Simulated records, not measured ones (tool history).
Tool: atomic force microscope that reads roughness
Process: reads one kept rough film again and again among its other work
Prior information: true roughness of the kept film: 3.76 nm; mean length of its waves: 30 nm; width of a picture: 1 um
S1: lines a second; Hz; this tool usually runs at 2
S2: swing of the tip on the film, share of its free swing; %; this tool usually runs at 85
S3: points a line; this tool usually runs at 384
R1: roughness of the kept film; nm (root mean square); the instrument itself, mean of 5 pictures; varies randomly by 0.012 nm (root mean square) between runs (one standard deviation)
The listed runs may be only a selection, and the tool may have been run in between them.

run 1 hour=0 | S1=2 S2=85 S3=384 | R1=2.48
run 2 hour=9.4 | S1=2 S2=85 S3=627 | R1=2.468
run 3 hour=16.1 | S1=2 S2=85 S3=627 | R1=2.448
run 4 hour=26.1 | S1=0.61 S2=85 S3=384 | R1=2.655
run 5 hour=38.2 | S1=0.61 S2=85 S3=384 | R1=3.24
run 6 hour=48.8 | S1=0.61 S2=85 S3=384 | R1=3.207
run 7 hour=60.3 | S1=2 S2=89 S3=384 | R1=2.782
run 8 hour=68.1 | S1=2 S2=89 S3=384 | R1=2.741
run 9 hour=78 | S1=2 S2=89 S3=384 | R1=2.708
run 10 hour=86.6 | S1=2 S2=89 S3=384 | R1=2.686
run 11 hour=97.3 | S1=2 S2=89 S3=384 | R1=2.67
run 12 hour=103.4 | S1=2 S2=85 S3=304 | R1=2.729
run 13 hour=113.3 | S1=2 S2=73 S3=384 | R1=2.902
run 14 hour=120.8 | S1=2 S2=73 S3=384 | R1=2.863
run 15 hour=128.8 | S1=3.75 S2=73 S3=384 | R1=2.619
run 16 hour=139.6 | S1=3.75 S2=73 S3=384 | R1=2.619
run 17 hour=147.6 | S1=2.9 S2=73 S3=384 | R1=2.712
run 18 hour=158.7 | S1=3.86 S2=66 S3=391 | R1=2.686
run 19 hour=167 | S1=3.86 S2=66 S3=391 | R1=2.704
run 20 hour=176.5 | S1=3.86 S2=66 S3=511 | R1=2.639
run 21 hour=187.2 | S1=2.07 S2=83 S3=315 | R1=2.488
run 22 hour=194.2 | S1=2.07 S2=83 S3=315 | R1=2.504
run 23 hour=202.8 | S1=2.07 S2=71 S3=315 | R1=2.649
run 24 hour=209.9 | S1=0.81 S2=81 S3=430 | R1=2.699
run 25 hour=218.2 | S1=0.58 S2=70 S3=384 | R1=2.763
run 26 hour=227 | S1=0.58 S2=70 S3=384 | R1=3.369
run 27 hour=236.4 | S1=0.62 S2=85 S3=1021 | R1=3.269

Between the runs listed above, the log contained 4 entries, not reproduced here. Where in the sequence does each belong, and how does what the log doesn't record of the tool's condition differ from the listed run before to the listed run after?
Run 4 -> run 5: new tip fitted (hour 29.3)
  radius of the tip, nm: 19.8 -> 5.8; height scale over the true one, %: 0.39 -> 0.4
  difference, measured minus the result without the unlogged condition, R1: -0.588 -> -0.027 nm (root mean square)
Run 18 -> run 19: height scale calibrated on a step standard (hour 160.3)
  radius of the tip, nm: 14.9 -> 15.4; height scale over the true one, %: 0.55 -> 0.73
  difference, measured minus the result without the unlogged condition, R1: -0.388 -> -0.405 nm (root mean square)
Run 20 -> run 21: height scale calibrated on a step standard, once more (hour 179.1)
  radius of the tip, nm: 16.2 -> 16.9; height scale over the true one, %: 0.74 -> -0.15
  difference, measured minus the result without the unlogged condition, R1: -0.429 -> -0.459 nm (root mean square)
Run 25 -> run 26: new tip fitted (hour 227)
  radius of the tip, nm: 19.3 -> 5.1; height scale over the true one, %: -0.12 -> -0.1
  difference, measured minus the result without the unlogged condition, R1: -0.606 -> -0.007 nm (root mean square)
